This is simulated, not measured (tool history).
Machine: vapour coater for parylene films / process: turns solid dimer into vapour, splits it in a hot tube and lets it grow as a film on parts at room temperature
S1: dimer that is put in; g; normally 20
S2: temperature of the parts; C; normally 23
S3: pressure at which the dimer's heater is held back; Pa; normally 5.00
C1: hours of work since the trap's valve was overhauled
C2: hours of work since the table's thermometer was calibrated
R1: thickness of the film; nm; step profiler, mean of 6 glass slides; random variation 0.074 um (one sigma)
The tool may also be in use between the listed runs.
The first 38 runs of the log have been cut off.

run 39 day=97.875 | S1=20 S2=18 S3=2.00 | C1=605 C2=234 | R1=21030
run 40 day=100.188 | S1=20 S2=18 S3=2.00 | C1=642 C2=272 | R1=20920
run 41 day=101.908 | S1=20 S2=26 S3=2.29 | C1=670 C2=300 | R1=19140
-- day=102.567 trap's valve overhauled
run 42 day=103.917 | S1=13 S2=16 S3=5.80 | C1=22 C2=330 | R1=12780
run 43 day=105.608 | S1=9 S2=21 S3=5.00 | C1=49 C2=357 | R1=8330
run 44 day=107.450 | S1=16 S2=21 S3=5.00 | C1=79 C2=387 | R1=14860
run 45 day=109.867 | S1=16 S2=21 S3=5.00 | C1=119 C2=427 | R1=14700
run 46 day=113.271 | S1=16 S2=21 S3=5.00 | C1=174 C2=482 | R1=14620

What if the next run were any one of these 3? Each begins from the tool's condition after run 46:
run A day=116.362 | S1=33 S2=21 S3=5.00 | C1=224 C2=532 | R1=?
run B day=116.362 | S1=18 S2=24 S3=9.97 | C1=224 C2=532 | R1=?
run C day=116.362 | S1=21 S2=28 S3=3.54 | C1=224 C2=532 | R1=?

run=A R1=30000
run=B R1=13060
run=C R1=18200
Without the tool's hidden state the same runs would have given:
run=A R1=30660
run=B R1=13350
run=C R1=18600
